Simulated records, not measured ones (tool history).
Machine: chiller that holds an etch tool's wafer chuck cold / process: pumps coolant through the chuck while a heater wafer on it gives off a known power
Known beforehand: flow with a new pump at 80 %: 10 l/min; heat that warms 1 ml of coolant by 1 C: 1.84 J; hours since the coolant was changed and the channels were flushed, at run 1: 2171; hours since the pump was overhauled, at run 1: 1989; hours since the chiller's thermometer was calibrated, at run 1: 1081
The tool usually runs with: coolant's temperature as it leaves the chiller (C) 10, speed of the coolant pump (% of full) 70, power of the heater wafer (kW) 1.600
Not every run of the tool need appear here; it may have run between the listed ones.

run	hour	coolant's temperature as it leaves the chiller (C)	speed of the coolant pump (% of full)	power of the heater wafer (kW)	hours since the coolant was changed and the channels were flushed	hours since the pump was overhauled	hours since the chiller's thermometer was calibrated	chuck's temperature once it has settled (K)	how much warmer the coolant comes back (C)
1	0.0	10	70	1.600	2171	1989	1081	306.55	6.25
2	73.4	10	70	1.600	2244	2063	1155	306.65	6.29
3	110.6	10	70	1.600	2281	2100	1192	306.85	6.32
4	159.4	10	70	1.600	2330	2149	1241	306.85	6.30
5	196.9	10	70	1.600	2368	2186	1278	306.95	6.30
6	241.1	10	70	1.600	2412	2230	1322	306.95	6.36
7	284.7	14	70	1.600	2456	2274	1366	311.25	6.33
8	330.6	14	72	1.600	2502	2320	1412	310.85	6.17
9	396.0	14	72	1.600	2567	2385	1477	310.95	6.13
# hour 408.6: coolant changed, channels flushed
10	459.3	10	70	1.861	51	2443	1535	307.25	7.41
11	532.6	10	70	1.861	124	2516	1608	307.05	7.42
12	609.3	4	70	1.600	201	2593	1685	298.15	6.34
13	679.7	0	72	1.600	271	2663	1755	293.65	6.22
14	723.7	0	72	2.064	315	2707	1799	299.95	7.98
15	803.9	8	67	0.843	395	2787	1879	292.75	3.54

Estimate the outcome of run 16 from the log above:
16	868.8	17	98	1.059	460	2852	1944	?	?

{"run 16": {"chuck's temperature once it has settled (K)": 301.65, "how much warmer the coolant comes back (C)": 3.03}}
Minus the tool's unlogged condition, the same run would have read chuck's temperature once it has settled (K) 300.65, how much warmer the coolant comes back (C) 2.82.
